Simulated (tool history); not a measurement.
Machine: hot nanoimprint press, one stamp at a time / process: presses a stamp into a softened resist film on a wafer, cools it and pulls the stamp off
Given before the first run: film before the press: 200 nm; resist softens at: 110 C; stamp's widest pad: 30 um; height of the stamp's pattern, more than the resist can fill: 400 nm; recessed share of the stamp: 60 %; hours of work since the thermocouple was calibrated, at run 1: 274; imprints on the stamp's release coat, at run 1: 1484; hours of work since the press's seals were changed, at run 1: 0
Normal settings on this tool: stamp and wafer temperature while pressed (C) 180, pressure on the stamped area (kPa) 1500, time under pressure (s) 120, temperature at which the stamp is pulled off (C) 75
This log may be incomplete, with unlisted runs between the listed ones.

run	day	stamp and wafer temperature while pressed (C)	pressure on the stamped area (kPa)	time under pressure (s)	temperature at which the stamp is pulled off (C)	hours of work since the thermocouple was calibrated	imprints on the stamp's release coat	hours of work since the press's seals were changed	resist left under the stamp's widest pad (angstrom)	greatest force while the stamp is pulled off (N)
1	0	180	1500	120	75	274	1484	0	719	217
2	2.183	180	1500	120	75	312	1688	38	721	207
# day 2.517: plate thermocouple calibrated
3	4.617	180	1500	120	75	36	1902	77	717	208
4	6.762	180	1500	120	75	73	2102	114	715	211
5	8.592	180	1500	120	75	104	2272	146	718	213
# day 10.012: stamp cleaned and given a new release coat
6	11.558	180	1500	120	75	151	144	192	719	212
7	14.621	180	1500	120	75	204	429	245	725	217
8	17.638	180	1500	120	75	256	709	297	712	207
9	20.579	180	1500	120	75	306	983	347	716	208
# day 21.15: plate thermocouple calibrated
10	23.712	180	1500	120	75	44	1263	399	716	210
11	26.721	180	1270	120	75	96	1543	451	784	215
12	28.854	180	1270	120	75	132	1742	488	787	213
13	30.667	180	1270	120	75	164	1910	519	787	212
14	34.079	180	1270	120	75	222	2228	577	786	210
# day 35.938: stamp cleaned and given a new release coat
15	36.146	180	1270	120	75	254	19	609	793	215
16	39.462	180	1810	120	76	311	328	666	638	209
# day 39.917: plate thermocouple calibrated
17	41.683	180	1810	120	76	30	522	702	641	209

What does the tool deliver on the next run?
18	44.654	174	1130	138	75	81	799	753	?	?

{"run 18": {"resist left under the stamp's widest pad (angstrom)": 993, "greatest force while the stamp is pulled off (N)": 203}}
Had the tool carried no hidden state, the very same run would have given resist left under the stamp's widest pad (angstrom) 1005, greatest force while the stamp is pulled off (N) 203.
